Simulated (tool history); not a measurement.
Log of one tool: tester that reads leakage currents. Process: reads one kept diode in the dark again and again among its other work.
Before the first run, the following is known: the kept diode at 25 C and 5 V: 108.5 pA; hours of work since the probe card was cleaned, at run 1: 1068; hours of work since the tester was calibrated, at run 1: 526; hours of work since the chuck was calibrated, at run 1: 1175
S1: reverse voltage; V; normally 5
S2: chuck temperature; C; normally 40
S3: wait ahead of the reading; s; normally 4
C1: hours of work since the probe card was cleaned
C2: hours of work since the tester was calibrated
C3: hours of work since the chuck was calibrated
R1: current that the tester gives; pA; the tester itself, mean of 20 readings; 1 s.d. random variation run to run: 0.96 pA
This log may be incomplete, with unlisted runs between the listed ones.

run,hour,S1,S2,S3,C1,C2,C3,R1
1,0,5,40,4,1068,526,1175,324.42
2,147,1.14,40,4,1146,604,1252,195.4
# hour 232.6: probe card cleaned and baked
3,277,1.14,40,4,23,671,1319,191.74
4,403.8,1.14,40,4,90,738,1386,191.13
5,478.1,1.14,40,4,129,777,1425,191.19
6,609.9,1.14,40,4,199,846,1495,191.36
7,752.4,1.14,40,4,274,921,1570,190.78
8,816.6,1.14,40,4,308,955,1604,190.97
9,927.1,9.57,40,4.05,366,1014,1662,394.53
10,1022.6,10.91,36,0.49,416,1064,1712,322.95
11,1162.1,10.91,22,8.5,490,1137,1786,121.3
12,1225.9,1.09,39,0.67,524,1171,1819,177.21
13,1334.6,1.74,22,1.94,581,1228,1877,61.52
14,1452.3,3.55,60,2.06,643,1290,1939,1005.79
15,1528.6,1.68,25,0.68,683,1331,1979,76.79

Pick out some run-to-run changes in R1. Of each, how much would a tool without hidden state show as well, from the settings, what came in and chance, and how much is left for the hidden state and any gauge scatter not in both results compared?
Hidden state at play: stray current of the dirty probe card, pA a volt; current scale over the true one, %; true chuck temperature over the reading, C; drift of the gauge itself on leakage_pa, %.
Run 13 -> 14: S1 1.74 -> 3.55, S2 22 -> 60, S3 1.94 -> 2.06. R1 +944.27 pA: hidden state -17.32, all else +961.59.

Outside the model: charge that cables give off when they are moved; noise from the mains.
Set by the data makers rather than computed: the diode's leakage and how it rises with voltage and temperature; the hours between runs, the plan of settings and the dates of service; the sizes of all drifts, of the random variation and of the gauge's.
